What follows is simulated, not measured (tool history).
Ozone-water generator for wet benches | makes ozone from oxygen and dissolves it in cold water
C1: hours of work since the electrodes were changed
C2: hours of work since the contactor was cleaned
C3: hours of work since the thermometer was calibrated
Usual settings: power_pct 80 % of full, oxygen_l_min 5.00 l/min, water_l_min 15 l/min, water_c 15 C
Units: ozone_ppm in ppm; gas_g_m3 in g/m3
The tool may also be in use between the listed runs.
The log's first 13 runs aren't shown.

run 14 day=17.004 | power_pct=80 oxygen_l_min=4.45 water_l_min=15 water_c=15 | C1=1355 C2=1991 C3=3623 | ozone_ppm=38.3 gas_g_m3=311.9
run 15 day=18.071 | power_pct=80 oxygen_l_min=4.45 water_l_min=15 water_c=19 | C1=1376 C2=2012 C3=3644 | ozone_ppm=36.2 gas_g_m3=313.9
run 16 day=19.125 | power_pct=83 oxygen_l_min=5.00 water_l_min=15 water_c=10 | C1=1397 C2=2033 C3=3665 | ozone_ppm=43.0 gas_g_m3=309.8
run 17 day=20.317 | power_pct=80 oxygen_l_min=5.00 water_l_min=16 water_c=15 | C1=1420 C2=2056 C3=3689 | ozone_ppm=36.4 gas_g_m3=298.9
run 18 day=21.354 | power_pct=80 oxygen_l_min=5.00 water_l_min=16 water_c=15 | C1=1441 C2=2076 C3=3709 | ozone_ppm=36.4 gas_g_m3=296.7
run 19 day=23.171 | power_pct=58 oxygen_l_min=2.81 water_l_min=10 water_c=14 | C1=1476 C2=2112 C3=3745 | ozone_ppm=38.1 gas_g_m3=285.9
run 20 day=24.754 | power_pct=80 oxygen_l_min=5.00 water_l_min=19 water_c=14 | C1=1507 C2=2143 C3=3776 | ozone_ppm=31.5 gas_g_m3=295.0
run 21 day=26.258 | power_pct=80 oxygen_l_min=6.36 water_l_min=14 water_c=12 | C1=1537 C2=2173 C3=3805 | ozone_ppm=43.0 gas_g_m3=268.8
run 22 day=27.767 | power_pct=80 oxygen_l_min=6.36 water_l_min=14 water_c=12 | C1=1567 C2=2203 C3=3835 | ozone_ppm=43.4 gas_g_m3=265.2
run 23 day=28.525 | power_pct=80 oxygen_l_min=6.36 water_l_min=14 water_c=12 | C1=1582 C2=2217 C3=3850 | ozone_ppm=43.5 gas_g_m3=266.6
run 24 day=29.933 | power_pct=80 oxygen_l_min=6.36 water_l_min=14 water_c=12 | C1=1609 C2=2245 C3=3878 | ozone_ppm=42.8 gas_g_m3=266.1
run 25 day=30.825 | power_pct=49 oxygen_l_min=5.00 water_l_min=19 water_c=21 | C1=1627 C2=2263 C3=3895 | ozone_ppm=18.4 gas_g_m3=187.5
run 26 day=31.979 | power_pct=80 oxygen_l_min=8.83 water_l_min=15 water_c=17 | C1=1650 C2=2285 C3=3918 | ozone_ppm=36.8 gas_g_m3=229.8
run 27 day=33.012 | power_pct=80 oxygen_l_min=8.83 water_l_min=15 water_c=17 | C1=1670 C2=2306 C3=3938 | ozone_ppm=36.6 gas_g_m3=229.3
run 28 day=33.804 | power_pct=80 oxygen_l_min=8.83 water_l_min=17 water_c=22 | C1=1685 C2=2321 C3=3954 | ozone_ppm=30.4 gas_g_m3=231.4
run 29 day=35.567 | power_pct=51 oxygen_l_min=8.83 water_l_min=19 water_c=22 | C1=1720 C2=2356 C3=3988 | ozone_ppm=18.8 gas_g_m3=151.8
run 30 day=36.308 | power_pct=59 oxygen_l_min=8.43 water_l_min=11 water_c=10 | C1=1735 C2=2370 C3=4003 | ozone_ppm=38.8 gas_g_m3=177.2

Forecast each of these 4 alternatives for the next run:
run A day=37.046 | power_pct=59 oxygen_l_min=8.43 water_l_min=22 water_c=10 | C1=1749 C2=2385 C3=4017 | ozone_ppm=? gas_g_m3=?
run B day=37.046 | power_pct=59 oxygen_l_min=8.43 water_l_min=15 water_c=9 | C1=1749 C2=2385 C3=4017 | ozone_ppm=? gas_g_m3=?
run C day=37.046 | power_pct=59 oxygen_l_min=4.85 water_l_min=19 water_c=10 | C1=1749 C2=2385 C3=4017 | ozone_ppm=? gas_g_m3=?
run D day=37.046 | power_pct=59 oxygen_l_min=8.43 water_l_min=11 water_c=9 | C1=1749 C2=2385 C3=4017 | ozone_ppm=? gas_g_m3=?

run=A ozone_ppm=23.4 gas_g_m3=178.2
run=B ozone_ppm=32.7 gas_g_m3=177.4
run=C ozone_ppm=25.1 gas_g_m3=227.3
run=D ozone_ppm=39.9 gas_g_m3=176.1
Without the tool's hidden state the same runs would have given:
run=A ozone_ppm=24.9 gas_g_m3=183.9
run=B ozone_ppm=34.7 gas_g_m3=183.0
run=C ozone_ppm=26.7 gas_g_m3=234.4
run=D ozone_ppm=42.1 gas_g_m3=181.7

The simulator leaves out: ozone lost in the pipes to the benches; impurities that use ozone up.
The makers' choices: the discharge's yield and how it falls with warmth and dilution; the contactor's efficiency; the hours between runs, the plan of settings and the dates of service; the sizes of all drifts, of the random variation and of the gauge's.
